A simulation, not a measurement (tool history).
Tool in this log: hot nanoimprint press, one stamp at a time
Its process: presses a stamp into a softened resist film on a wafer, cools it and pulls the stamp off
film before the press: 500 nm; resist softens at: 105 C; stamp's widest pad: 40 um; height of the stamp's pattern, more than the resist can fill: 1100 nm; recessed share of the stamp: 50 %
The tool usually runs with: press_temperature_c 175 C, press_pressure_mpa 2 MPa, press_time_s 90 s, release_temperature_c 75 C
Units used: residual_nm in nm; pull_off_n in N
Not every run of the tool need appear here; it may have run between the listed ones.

run,day,press_temperature_c,press_pressure_mpa,press_time_s,release_temperature_c,residual_nm,pull_off_n
1,0,175,2,90,75,289.9,229
2,0.371,175,2,90,75,290.6,229
3,0.738,175,2,90,75,291.2,230
4,0.971,175,2,90,75,290.4,230
5,1.196,175,2,90,81,293,201
6,1.658,175,2,90,81,292.9,201
7,2.121,175,2,90,75,292.6,231
8,2.454,175,2,90,74,293.6,237
9,2.675,175,2,90,74,294.6,232
10,2.904,175,2,90,74,293.9,233
# day 3.408: stamp cleaned and given a new release coat
11,3.504,175,2,90,74,294.1,233
12,3.975,175,2,90,74,294.3,234
13,4.458,175,2,90,74,295.2,235
14,4.908,175,2,90,74,294.4,234
15,5.367,175,2,90,74,295.7,235
16,5.579,175,2,90,74,297.3,232
17,5.862,175,2,90,74,297.9,235
18,6.15,166,2,57,74,406.7,234
# day 6.354: gauge calibrated
19,6.396,166,2,57,62,397.1,289
20,6.75,185,1.91,48,82,279.1,195
21,7.092,185,1.91,48,82,278.6,195
22,7.45,178,1.36,112,75,304.8,228
23,7.792,178,1.36,112,75,304.9,226
24,8.217,179,1.5,66,64,327.2,278
25,8.7,175,2.81,90,73,245.9,238
26,9.054,175,1.36,90,64,346.7,281
27,9.525,185,1.36,90,73,276.4,240
28,9.979,185,1.36,90,73,277.6,236
29,10.4,185,1.36,90,73,277.9,240
30,10.829,185,1.36,90,73,279,238

Predict each of these 4 candidate next runs independently; none follows another, all start after run 30:
A,11.125,185,1.36,99,73,?,?
B,11.125,184,1.36,90,73,?,?
C,11.125,185,1.36,47,73,?,?
D,11.125,182,2,173,80,?,?

run,residual_nm,pull_off_n
A,270.6,237
B,285.8,237
C,334.1,237
D,198.1,205
With the hidden condition removed and each run's random variation left untouched, the same runs would have given:
run,residual_nm,pull_off_n
A,265.6,237
B,280.5,237
C,327.9,236
D,194.5,205

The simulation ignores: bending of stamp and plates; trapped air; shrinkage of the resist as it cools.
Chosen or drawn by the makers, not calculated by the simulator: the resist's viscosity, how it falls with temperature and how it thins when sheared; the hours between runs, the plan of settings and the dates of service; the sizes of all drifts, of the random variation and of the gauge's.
